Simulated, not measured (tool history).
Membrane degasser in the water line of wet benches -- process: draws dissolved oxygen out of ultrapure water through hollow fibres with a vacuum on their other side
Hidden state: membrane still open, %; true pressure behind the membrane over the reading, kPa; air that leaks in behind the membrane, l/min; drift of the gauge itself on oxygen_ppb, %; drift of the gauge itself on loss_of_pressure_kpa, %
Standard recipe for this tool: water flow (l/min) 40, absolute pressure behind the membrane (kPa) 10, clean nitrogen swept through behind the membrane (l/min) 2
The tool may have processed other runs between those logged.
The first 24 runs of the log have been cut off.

run	hour	water flow (l/min)	absolute pressure behind the membrane (kPa)	clean nitrogen swept through behind the membrane (l/min)	hours since the membrane was changed	hours since the vacuum gauge was calibrated	hours since the vacuum lines were made tight	dissolved oxygen in the water behind the degasser (ppb)	pressure that the water loses in the fibres (kPa)
25	2262	26	9.4	2.03	5698	147	4779	183.8	32.25
26	2355.3	38	20.6	1.87	5791	241	4873	739.9	47
27	2423.7	40	10.5	2.48	5859	309	4941	275.3	49.36
28	2507.7	40	12.6	2	5943	393	5025	417.9	49.62
29	2599.8	24	21	1.16	6035	485	5117	755.9	29.37
30	2708.6	38	16.3	1.25	6144	594	5226	786.2	46.7
31	2828.1	50	17.6	1.3	6264	714	5345	1041.7	61.78
32	2937.5	50	17.6	1.3	6373	823	5455	1043.8	61.84

Predict each of these 3 candidate next runs independently; none follows another, all start after run 32:
A	3001.4	33	14	0.9	6437	887	5519	?	?
B	3001.4	50	7.6	3.09	6437	887	5519	?	?
C	3001.4	35	19.1	4.67	6437	887	5519	?	?

run	dissolved oxygen in the water behind the degasser (ppb)	pressure that the water loses in the fibres (kPa)
A	759.3	40.85
B	203.6	62.19
C	285.4	43.4
Without the tool's hidden state the same runs would have given:
run	dissolved oxygen in the water behind the degasser (ppb)	pressure that the water loses in the fibres (kPa)
A	753	40.02
B	196.3	60.93
C	282.1	42.52
